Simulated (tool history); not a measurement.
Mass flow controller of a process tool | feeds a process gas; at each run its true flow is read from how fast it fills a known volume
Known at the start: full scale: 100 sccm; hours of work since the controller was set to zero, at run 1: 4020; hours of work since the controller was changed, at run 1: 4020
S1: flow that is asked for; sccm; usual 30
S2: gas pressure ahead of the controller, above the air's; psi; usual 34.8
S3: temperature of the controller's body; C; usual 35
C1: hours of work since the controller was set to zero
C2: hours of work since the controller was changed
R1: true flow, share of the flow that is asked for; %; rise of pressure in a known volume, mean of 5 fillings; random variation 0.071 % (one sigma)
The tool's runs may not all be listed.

run 1 hour=0.0 | S1=30 S2=34.8 S3=35 | C1=4020 C2=4020 | R1=97.16
run 2 hour=264.1 | S1=30 S2=34.8 S3=35 | C1=4164 C2=4164 | R1=96.95
run 3 hour=464.2 | S1=30 S2=34.8 S3=35 | C1=4273 C2=4273 | R1=96.98
run 4 hour=719.8 | S1=17 S2=34.8 S3=35 | C1=4412 C2=4412 | R1=95.92
run 5 hour=903.7 | S1=17 S2=34.8 S3=35 | C1=4512 C2=4512 | R1=95.84
run 6 hour=1266.1 | S1=30 S2=36.3 S3=35 | C1=4709 C2=4709 | R1=96.76
run 7 hour=1602.5 | S1=30 S2=36.3 S3=35 | C1=4892 C2=4892 | R1=96.70
run 8 hour=1772.2 | S1=30 S2=36.3 S3=35 | C1=4985 C2=4985 | R1=96.66
run 9 hour=2085.6 | S1=30 S2=36.3 S3=35 | C1=5155 C2=5155 | R1=96.54
run 10 hour=2295.6 | S1=30 S2=36.3 S3=35 | C1=5270 C2=5270 | R1=96.47
run 11 hour=2521.3 | S1=30 S2=36.3 S3=22 | C1=5392 C2=5392 | R1=95.31
run 12 hour=2781.7 | S1=30 S2=36.3 S3=22 | C1=5534 C2=5534 | R1=95.26
run 13 hour=3111.2 | S1=30 S2=36.3 S3=22 | C1=5714 C2=5714 | R1=95.02
run 14 hour=3337.2 | S1=30 S2=36.3 S3=22 | C1=5837 C2=5837 | R1=95.11
run 15 hour=3581.6 | S1=30 S2=34.8 S3=35 | C1=5970 C2=5970 | R1=95.99
run 16 hour=3935.1 | S1=30 S2=34.8 S3=35 | C1=6162 C2=6162 | R1=95.80
run 17 hour=4191.8 | S1=21 S2=34.8 S3=35 | C1=6302 C2=6302 | R1=95.02
run 18 hour=4525.8 | S1=30 S2=21.3 S3=35 | C1=6483 C2=6483 | R1=95.41
run 19 hour=4792.4 | S1=30 S2=34.8 S3=35 | C1=6629 C2=6629 | R1=95.51
run 20 hour=5129.8 | S1=30 S2=34.5 S3=35 | C1=6812 C2=6812 | R1=95.45
run 21 hour=5314.4 | S1=30 S2=34.5 S3=35 | C1=6913 C2=6913 | R1=95.37
run 22 hour=5570.2 | S1=30 S2=34.5 S3=35 | C1=7052 C2=7052 | R1=95.26
-- hour=5878.5 controller's zero set anew
run 23 hour=5933.9 | S1=30 S2=34.5 S3=35 | C1=30 C2=7250 | R1=96.85
run 24 hour=6147.7 | S1=35 S2=34.8 S3=35 | C1=147 C2=7366 | R1=96.81
run 25 hour=6407.5 | S1=22 S2=40.2 S3=39 | C1=288 C2=7507 | R1=97.08
run 26 hour=6792.6 | S1=22 S2=29.3 S3=39 | C1=498 C2=7717 | R1=96.54
run 27 hour=7170.7 | S1=34 S2=35.5 S3=35 | C1=703 C2=7923 | R1=96.49
run 28 hour=7413.6 | S1=30 S2=27.1 S3=37 | C1=835 C2=8055 | R1=96.49
run 29 hour=7751.7 | S1=35 S2=38.4 S3=30 | C1=1019 C2=8239 | R1=96.04
run 30 hour=7996.9 | S1=35 S2=38.4 S3=30 | C1=1153 C2=8372 | R1=95.93
run 31 hour=8239.2 | S1=35 S2=38.4 S3=30 | C1=1285 C2=8504 | R1=95.97
run 32 hour=8479.1 | S1=35 S2=26.4 S3=25 | C1=1415 C2=8635 | R1=95.15
run 33 hour=8826.9 | S1=35 S2=26.4 S3=25 | C1=1605 C2=8824 | R1=95.03
run 34 hour=9000.2 | S1=16 S2=34.8 S3=24 | C1=1699 C2=8918 | R1=94.19
run 35 hour=9193.6 | S1=13 S2=29.9 S3=37 | C1=1804 C2=9024 | R1=94.90
run 36 hour=9473.4 | S1=42 S2=34.8 S3=35 | C1=1957 C2=9176 | R1=96.00
run 37 hour=9764.5 | S1=42 S2=34.8 S3=35 | C1=2115 C2=9334 | R1=95.88
run 38 hour=9936.2 | S1=42 S2=34.8 S3=24 | C1=2208 C2=9428 | R1=94.93
run 39 hour=10324.3 | S1=15 S2=34.8 S3=24 | C1=2420 C2=9639 | R1=93.48
run 40 hour=10515.7 | S1=15 S2=34.8 S3=24 | C1=2524 C2=9743 | R1=93.44
run 41 hour=10864.3 | S1=29 S2=33.9 S3=35 | C1=2714 C2=9933 | R1=95.24
run 42 hour=11034.3 | S1=30 S2=40.6 S3=35 | C1=2806 C2=10026 | R1=95.30
run 43 hour=11219.7 | S1=30 S2=40.6 S3=35 | C1=2907 C2=10126 | R1=95.25
run 44 hour=11432.8 | S1=30 S2=40.6 S3=35 | C1=3023 C2=10242 | R1=95.23
run 45 hour=11661.0 | S1=83 S2=21.6 S3=36 | C1=3147 C2=10367 | R1=96.03
run 46 hour=11973.7 | S1=55 S2=38.6 S3=27 | C1=3317 C2=10537 | R1=95.01
run 47 hour=12360.9 | S1=55 S2=38.6 S3=27 | C1=3528 C2=10748 | R1=94.90

Forecast each of these 5 alternatives for the next run:
run A hour=12690.4 | S1=19 S2=27.6 S3=30 | C1=3707 C2=10927 | R1=?
run B hour=12690.4 | S1=73 S2=40.2 S3=27 | C1=3707 C2=10927 | R1=?
run C hour=12690.4 | S1=19 S2=38.6 S3=32 | C1=3707 C2=10927 | R1=?
run D hour=12690.4 | S1=48 S2=24.8 S3=27 | C1=3707 C2=10927 | R1=?
run E hour=12690.4 | S1=55 S2=38.6 S3=39 | C1=3707 C2=10927 | R1=?

run=A R1=93.31
run=B R1=95.29
run=C R1=93.62
run=D R1=94.34
run=E R1=95.74
Without the tool's hidden state the same runs would have given:
run=A R1=99.23
run=B R1=100.03
run=C R1=99.54
run=D R1=99.30
run=E R1=100.62

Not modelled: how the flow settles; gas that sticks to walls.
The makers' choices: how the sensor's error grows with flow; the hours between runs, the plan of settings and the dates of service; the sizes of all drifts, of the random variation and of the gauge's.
